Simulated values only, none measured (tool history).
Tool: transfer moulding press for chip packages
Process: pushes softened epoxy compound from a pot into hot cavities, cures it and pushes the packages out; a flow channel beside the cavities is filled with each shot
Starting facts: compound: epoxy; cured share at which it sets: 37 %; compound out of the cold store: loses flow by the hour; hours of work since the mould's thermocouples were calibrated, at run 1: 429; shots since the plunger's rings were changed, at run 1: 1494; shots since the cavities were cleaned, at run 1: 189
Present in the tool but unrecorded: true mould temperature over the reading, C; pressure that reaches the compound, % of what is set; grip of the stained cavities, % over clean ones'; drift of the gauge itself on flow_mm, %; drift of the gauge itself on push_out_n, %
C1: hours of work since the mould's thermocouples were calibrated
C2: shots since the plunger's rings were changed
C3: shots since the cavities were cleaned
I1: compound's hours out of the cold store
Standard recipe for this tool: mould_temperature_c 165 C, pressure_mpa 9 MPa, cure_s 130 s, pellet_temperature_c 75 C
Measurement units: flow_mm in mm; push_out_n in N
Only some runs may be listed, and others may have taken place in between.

{"run": 1, "hour": 0.0, "mould_temperature_c": 165, "pressure_mpa": 9, "cure_s": 130, "pellet_temperature_c": 75, "C1": 429, "C2": 1494, "C3": 189, "I1": 37.2, "flow_mm": 809, "push_out_n": 749}
{"run": 2, "hour": 14.8, "mould_temperature_c": 165, "pressure_mpa": 9, "cure_s": 130, "pellet_temperature_c": 75, "C1": 440, "C2": 1655, "C3": 350, "I1": 36.9, "flow_mm": 813, "push_out_n": 870}
{"hour": 27.8, "done": "cavities cleaned with cleaning compound and waxed"}
{"run": 3, "hour": 47.5, "mould_temperature_c": 165, "pressure_mpa": 8.58, "cure_s": 130, "pellet_temperature_c": 75, "C1": 464, "C2": 1996, "C3": 215, "I1": 11.6, "flow_mm": 878, "push_out_n": 812}
{"hour": 73.3, "done": "cavities cleaned with cleaning compound and waxed"}
{"run": 4, "hour": 73.3, "mould_temperature_c": 165, "pressure_mpa": 8.58, "cure_s": 130, "pellet_temperature_c": 75, "C1": 483, "C2": 2262, "C3": 0, "I1": 43.8, "flow_mm": 748, "push_out_n": 568}
{"run": 5, "hour": 89.2, "mould_temperature_c": 165, "pressure_mpa": 8.58, "cure_s": 130, "pellet_temperature_c": 75, "C1": 496, "C2": 2436, "C3": 174, "I1": 15.3, "flow_mm": 849, "push_out_n": 753}
{"run": 6, "hour": 115.0, "mould_temperature_c": 165, "pressure_mpa": 8.58, "cure_s": 130, "pellet_temperature_c": 75, "C1": 516, "C2": 2717, "C3": 455, "I1": 12.6, "flow_mm": 866, "push_out_n": 958}
{"hour": 118.8, "done": "cavities cleaned with cleaning compound and waxed"}
{"run": 7, "hour": 137.5, "mould_temperature_c": 165, "pressure_mpa": 8.58, "cure_s": 130, "pellet_temperature_c": 75, "C1": 532, "C2": 2948, "C3": 205, "I1": 9.5, "flow_mm": 877, "push_out_n": 813}
{"run": 8, "hour": 160.6, "mould_temperature_c": 165, "pressure_mpa": 8.58, "cure_s": 130, "pellet_temperature_c": 75, "C1": 550, "C2": 3200, "C3": 457, "I1": 38.8, "flow_mm": 757, "push_out_n": 876}
{"hour": 164.6, "done": "cavities cleaned with cleaning compound and waxed"}
{"run": 9, "hour": 187.6, "mould_temperature_c": 165, "pressure_mpa": 8.58, "cure_s": 130, "pellet_temperature_c": 75, "C1": 570, "C2": 3478, "C3": 251, "I1": 47.6, "flow_mm": 730, "push_out_n": 801}
{"hour": 211.0, "done": "cavities cleaned with cleaning compound and waxed"}
{"run": 10, "hour": 220.2, "mould_temperature_c": 165, "pressure_mpa": 9, "cure_s": 130, "pellet_temperature_c": 75, "C1": 594, "C2": 3819, "C3": 101, "I1": 23.6, "flow_mm": 819, "push_out_n": 685}
{"run": 11, "hour": 245.1, "mould_temperature_c": 165, "pressure_mpa": 9, "cure_s": 130, "pellet_temperature_c": 75, "C1": 613, "C2": 4091, "C3": 373, "I1": 14.6, "flow_mm": 841, "push_out_n": 901}
{"hour": 255.9, "done": "cavities cleaned with cleaning compound and waxed"}
{"hour": 266.9, "done": "mould's thermocouples calibrated"}
{"run": 12, "hour": 269.1, "mould_temperature_c": 165, "pressure_mpa": 9, "cure_s": 130, "pellet_temperature_c": 75, "C1": 2, "C2": 4315, "C3": 122, "I1": 47.9, "flow_mm": 741, "push_out_n": 655}
{"hour": 303.0, "done": "cavities cleaned with cleaning compound and waxed"}
{"run": 13, "hour": 303.9, "mould_temperature_c": 165, "pressure_mpa": 9, "cure_s": 130, "pellet_temperature_c": 75, "C1": 28, "C2": 4679, "C3": 10, "I1": 42.5, "flow_mm": 741, "push_out_n": 573}
{"run": 14, "hour": 327.7, "mould_temperature_c": 165, "pressure_mpa": 8.38, "cure_s": 130, "pellet_temperature_c": 75, "C1": 46, "C2": 4939, "C3": 270, "I1": 9, "flow_mm": 843, "push_out_n": 842}
{"hour": 350.4, "done": "cavities cleaned with cleaning compound and waxed"}
{"run": 15, "hour": 363.5, "mould_temperature_c": 157, "pressure_mpa": 9.15, "cure_s": 116, "pellet_temperature_c": 81, "C1": 73, "C2": 5314, "C3": 144, "I1": 37, "flow_mm": 801, "push_out_n": 1647}
{"run": 16, "hour": 378.6, "mould_temperature_c": 167, "pressure_mpa": 10.8, "cure_s": 150, "pellet_temperature_c": 69, "C1": 84, "C2": 5479, "C3": 309, "I1": 23, "flow_mm": 869, "push_out_n": 657}
{"hour": 396.1, "done": "cavities cleaned with cleaning compound and waxed"}
{"run": 17, "hour": 402.6, "mould_temperature_c": 165, "pressure_mpa": 10.84, "cure_s": 110, "pellet_temperature_c": 77, "C1": 102, "C2": 5725, "C3": 71, "I1": 38.4, "flow_mm": 828, "push_out_n": 842}
{"run": 18, "hour": 434.4, "mould_temperature_c": 165, "pressure_mpa": 10.84, "cure_s": 110, "pellet_temperature_c": 77, "C1": 127, "C2": 6073, "C3": 419, "I1": 37.7, "flow_mm": 812, "push_out_n": 1170}
{"hour": 443.6, "done": "cavities cleaned with cleaning compound and waxed"}
{"run": 19, "hour": 462.8, "mould_temperature_c": 165, "pressure_mpa": 10.84, "cure_s": 110, "pellet_temperature_c": 77, "C1": 147, "C2": 6366, "C3": 209, "I1": 13.6, "flow_mm": 901, "push_out_n": 1101}
{"hour": 490.9, "done": "cavities cleaned with cleaning compound and waxed"}
{"run": 20, "hour": 491.5, "mould_temperature_c": 165, "pressure_mpa": 10.84, "cure_s": 124, "pellet_temperature_c": 77, "C1": 169, "C2": 6664, "C3": 7, "I1": 36.7, "flow_mm": 802, "push_out_n": 639}
{"hour": 495.9, "done": "plunger's sealing rings changed"}
{"run": 21, "hour": 523.3, "mould_temperature_c": 165, "pressure_mpa": 10.84, "cure_s": 124, "pellet_temperature_c": 77, "C1": 191, "C2": 301, "C3": 328, "I1": 35.8, "flow_mm": 913, "push_out_n": 881}
{"hour": 540.6, "done": "cavities cleaned with cleaning compound and waxed"}
{"run": 22, "hour": 542.3, "mould_temperature_c": 163, "pressure_mpa": 6.85, "cure_s": 130, "pellet_temperature_c": 75, "C1": 205, "C2": 491, "C3": 18, "I1": 13.3, "flow_mm": 813, "push_out_n": 688}
{"run": 23, "hour": 573.9, "mould_temperature_c": 163, "pressure_mpa": 6.85, "cure_s": 130, "pellet_temperature_c": 75, "C1": 229, "C2": 837, "C3": 364, "I1": 30.5, "flow_mm": 753, "push_out_n": 961}
{"hour": 586.5, "done": "cavities cleaned with cleaning compound and waxed"}
{"run": 24, "hour": 606.8, "mould_temperature_c": 163, "pressure_mpa": 6.85, "cure_s": 130, "pellet_temperature_c": 75, "C1": 254, "C2": 1180, "C3": 222, "I1": 46.9, "flow_mm": 683, "push_out_n": 839}
{"hour": 631.6, "done": "cavities cleaned with cleaning compound and waxed"}
{"run": 25, "hour": 637.3, "mould_temperature_c": 173, "pressure_mpa": 9, "cure_s": 130, "pellet_temperature_c": 76, "C1": 276, "C2": 1497, "C3": 62, "I1": 13.7, "flow_mm": 870, "push_out_n": 498}
{"run": 26, "hour": 668.8, "mould_temperature_c": 165, "pressure_mpa": 9, "cure_s": 136, "pellet_temperature_c": 75, "C1": 301, "C2": 1841, "C3": 406, "I1": 29.5, "flow_mm": 833, "push_out_n": 844}
{"hour": 678.6, "done": "cavities cleaned with cleaning compound and waxed"}
{"run": 27, "hour": 698.7, "mould_temperature_c": 165, "pressure_mpa": 9, "cure_s": 130, "pellet_temperature_c": 84, "C1": 323, "C2": 2151, "C3": 218, "I1": 22.9, "flow_mm": 856, "push_out_n": 767}

What if the next run were any one of these 5? Each begins from the tool's condition after run 27:
{"run": "A", "hour": 719.9, "mould_temperature_c": 165, "pressure_mpa": 9, "cure_s": 148, "pellet_temperature_c": 84, "C1": 339, "C2": 2384, "C3": 451, "I1": 23, "flow_mm": "?", "push_out_n": "?"}
{"run": "B", "hour": 719.9, "mould_temperature_c": 165, "pressure_mpa": 10.49, "cure_s": 149, "pellet_temperature_c": 76, "C1": 339, "C2": 2384, "C3": 451, "I1": 44, "flow_mm": "?", "push_out_n": "?"}
{"run": "C", "hour": 719.9, "mould_temperature_c": 161, "pressure_mpa": 9, "cure_s": 141, "pellet_temperature_c": 79, "C1": 339, "C2": 2384, "C3": 451, "I1": 37.2, "flow_mm": "?", "push_out_n": "?"}
{"run": "D", "hour": 719.9, "mould_temperature_c": 173, "pressure_mpa": 9, "cure_s": 130, "pellet_temperature_c": 75, "C1": 339, "C2": 2384, "C3": 451, "I1": 36.7, "flow_mm": "?", "push_out_n": "?"}
{"run": "E", "hour": 719.9, "mould_temperature_c": 167, "pressure_mpa": 9, "cure_s": 164, "pellet_temperature_c": 75, "C1": 339, "C2": 2384, "C3": 451, "I1": 44.8, "flow_mm": "?", "push_out_n": "?"}

run=A flow_mm=850 push_out_n=800
run=B flow_mm=842 push_out_n=765
run=C flow_mm=803 push_out_n=988
run=D flow_mm=769 push_out_n=728
run=E flow_mm=767 push_out_n=686
Without the tool's hidden state the same runs would have given:
run=A flow_mm=892 push_out_n=508
run=B flow_mm=884 push_out_n=482
run=C flow_mm=844 push_out_n=643
run=D flow_mm=808 push_out_n=453
run=E flow_mm=805 push_out_n=425
